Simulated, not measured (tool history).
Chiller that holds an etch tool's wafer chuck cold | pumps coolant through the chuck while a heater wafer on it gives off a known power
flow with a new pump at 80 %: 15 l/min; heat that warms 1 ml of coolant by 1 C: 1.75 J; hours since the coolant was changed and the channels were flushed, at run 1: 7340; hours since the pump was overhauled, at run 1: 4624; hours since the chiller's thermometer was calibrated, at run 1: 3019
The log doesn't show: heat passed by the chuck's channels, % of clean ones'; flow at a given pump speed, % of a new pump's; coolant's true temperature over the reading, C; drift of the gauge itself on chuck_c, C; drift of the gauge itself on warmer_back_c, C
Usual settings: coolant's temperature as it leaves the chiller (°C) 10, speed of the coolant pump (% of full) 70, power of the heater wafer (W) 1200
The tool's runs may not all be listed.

run   hour  coolant's temperature as it leaves the chiller (°C)  speed of the coolant pump (% of full)  power of the heater wafer (W)  hours since the coolant was changed and the channels were flushed  hours since the pump was overhauled  hours since the chiller's thermometer was calibrated  chuck's temperature once it has settled (°C)  how much warmer the coolant comes back (C)
  1    0.0                                                   10                                     70                           1200                                                               7340                                 4624                                                  3019                                          18.3                                        3.13
  2  131.9                                                   10                                     70                           1200                                                               7472                                 4755                                                  3151                                          18.1                                        3.11
  3  235.1                                                   10                                     70                           1200                                                               7575                                 4859                                                  3254                                          18.3                                        3.17
  4  351.2                                                   10                                     70                           1200                                                               7692                                 4975                                                  3370                                          18.2                                        3.13
     418.8  -- chiller's thermometer calibrated
  5  493.6                                                   10                                     70                            835                                                               7833                                 5116                                                    75                                          15.8                                        2.17
  6  584.8                                                   10                                     66                            835                                                               7924                                 5207                                                   166                                          16.0                                        2.30
  7  651.3                                                   13                                     70                           1200                                                               7991                                 5274                                                   233                                          21.3                                        3.14
  8  754.4                                                   10                                     70                           1200                                                               8094                                 5377                                                   336                                          18.4                                        3.15
  9  847.4                                                   10                                     70                           1200                                                               8187                                 5470                                                   429                                          18.3                                        3.17

Run 10 comes next. What will it give?
 10  945.7                                                   10                                     70                           1200                                                               8285                                 5568                                                   527                                             ?                                           ?

{"run 10": {"chuck's temperature once it has settled (°C)": 18.4, "how much warmer the coolant comes back (C)": 3.21}}
Without the tool's hidden state the same run would have given chuck's temperature once it has settled (°C) 18.3, how much warmer the coolant comes back (C) 3.20.
